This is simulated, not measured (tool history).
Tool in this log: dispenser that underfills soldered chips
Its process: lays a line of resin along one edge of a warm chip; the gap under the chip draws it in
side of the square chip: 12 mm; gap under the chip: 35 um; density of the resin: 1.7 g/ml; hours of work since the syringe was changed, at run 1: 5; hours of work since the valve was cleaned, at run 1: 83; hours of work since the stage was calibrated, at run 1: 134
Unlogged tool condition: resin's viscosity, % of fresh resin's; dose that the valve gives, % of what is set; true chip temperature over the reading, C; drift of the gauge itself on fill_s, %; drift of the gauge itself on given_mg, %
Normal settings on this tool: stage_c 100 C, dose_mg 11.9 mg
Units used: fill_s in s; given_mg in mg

run	hour	stage_c	dose_mg	hours of work since the syringe was changed	hours of work since the valve was cleaned	hours of work since the stage was calibrated	fill_s	given_mg
1	0.0	100	11.9	5	83	134	304.9	11.04
2	5.4	96	11.9	8	86	138	451.4	11.19
# hour 6.1: new syringe of resin
3	8.7	96	11.9	2	88	140	246.1	11.19
4	14.8	96	11.9	5	91	143	333.4	10.97
# hour 20.9: new syringe of resin
5	22.2	96	11.9	1	96	148	232.6	10.98
6	28.3	113	11.9	4	99	151	207.5	10.99
7	31.9	86	11.9	7	101	153	504.1	10.94
# hour 35.1: new syringe of resin
8	37.0	86	11.9	1	104	156	309.5	10.91
9	43.3	86	11.9	5	108	160	426.8	11.01
# hour 49.7: dispensing valve cleaned and set on the balance
# hour 50.5: new syringe of resin
10	51.0	100	10.9	0	1	164	203.5	10.92
11	56.2	100	10.9	3	4	167	265.3	10.95
12	61.8	100	10.9	7	7	170	363.9	10.91
# hour 64.7: new syringe of resin
13	67.0	85	11.9	1	10	173	320.8	11.76
14	73.3	85	11.9	5	14	177	455.1	11.92
15	76.1	85	11.9	7	16	179	521.2	11.60
# hour 79.1: new syringe of resin
16	79.4	92	11.6	0	17	181	249.7	11.45
17	82.6	101	12.5	2	19	183	227.0	12.39
18	88.8	108	11.9	6	23	186	268.6	11.94
19	91.8	108	11.9	8	25	188	316.5	11.73
# hour 93.7: new syringe of resin
20	95.7	91	10.7	1	27	190	281.1	10.53
21	102.1	89	14.5	5	31	194	384.0	14.13
# hour 108.2: new syringe of resin
22	109.2	107	10.2	1	35	198	180.6	10.04
23	114.2	114	13.1	4	38	201	185.7	12.70
24	120.6	98	12.0	8	42	205	392.8	11.66

Take each entry between the runs: how does the hidden state at the last listed run before it differ from the hidden state at the first listed run after it?
Logged between run 2 and run 3: new syringe of resin (hour 6.1)
  resin's viscosity, % of fresh resin's: 208.5 -> 112.6; dose that the valve gives, % of what is set: 93.44 -> 93.3; true chip temperature over the reading, C: -0.36 -> -0.37
  measured less the result without the state, fill_s: +240.8 -> +33.5 s; given_mg: -0.78 -> -0.81 mg
Logged between run 4 and run 5: new syringe of resin (hour 20.9)
  resin's viscosity, % of fresh resin's: 155.5 -> 107.4; dose that the valve gives, % of what is set: 93.03 -> 92.7; true chip temperature over the reading, C: -0.38 -> -0.4
  measured less the result without the state, fill_s: +125.0 -> +22.6 s; given_mg: -0.82 -> -0.87 mg
Logged between run 7 and run 8: new syringe of resin (hour 35.1)
  resin's viscosity, % of fresh resin's: 180 -> 109.4; dose that the valve gives, % of what is set: 92.23 -> 92.02; true chip temperature over the reading, C: -0.42 -> -0.43
  measured less the result without the state, fill_s: +233.2 -> +36.1 s; given_mg: -0.92 -> -0.94 mg
Logged between run 9 and run 10: dispensing valve cleaned and set on the balance (hour 49.7); new syringe of resin (hour 50.5)
  resin's viscosity, % of fresh resin's: 152.5 -> 103; dose that the valve gives, % of what is set: 91.73 -> 100.21; true chip temperature over the reading, C: -0.45 -> -0.46
  measured less the result without the state, fill_s: +156.7 -> +8.1 s; given_mg: -0.99 -> +0.02 mg
Logged between run 12 and run 13: new syringe of resin (hour 64.7)
  resin's viscosity, % of fresh resin's: 182.3 -> 113.7; dose that the valve gives, % of what is set: 99.75 -> 99.52; true chip temperature over the reading, C: -0.48 -> -0.5
  measured less the result without the state, fill_s: +167.1 -> +42.7 s; given_mg: -0.03 -> -0.05 mg
Logged between run 15 and run 16: new syringe of resin (hour 79.1)
  resin's viscosity, % of fresh resin's: 184.6 -> 102.4; dose that the valve gives, % of what is set: 99.12 -> 98.99
  measured less the result without the state, fill_s: +243.3 -> +9.8 s; given_mg: -0.10 -> -0.12 mg
Logged between run 19 and run 20: new syringe of resin (hour 93.7)
  resin's viscosity, % of fresh resin's: 198.6 -> 111.4; dose that the valve gives, % of what is set: 98.42 -> 98.26; true chip temperature over the reading, C: -0.55 -> -0.56
  measured less the result without the state, fill_s: +159.7 -> +34.1 s; given_mg: -0.19 -> -0.19 mg
Logged between run 21 and run 22: new syringe of resin (hour 108.2)
  resin's viscosity, % of fresh resin's: 156.8 -> 104.4; dose that the valve gives, % of what is set: 97.95 -> 97.64; true chip temperature over the reading, C: -0.58 -> -0.59
  measured less the result without the state, fill_s: +143.1 -> +11.8 s; given_mg: -0.29 -> -0.24 mg

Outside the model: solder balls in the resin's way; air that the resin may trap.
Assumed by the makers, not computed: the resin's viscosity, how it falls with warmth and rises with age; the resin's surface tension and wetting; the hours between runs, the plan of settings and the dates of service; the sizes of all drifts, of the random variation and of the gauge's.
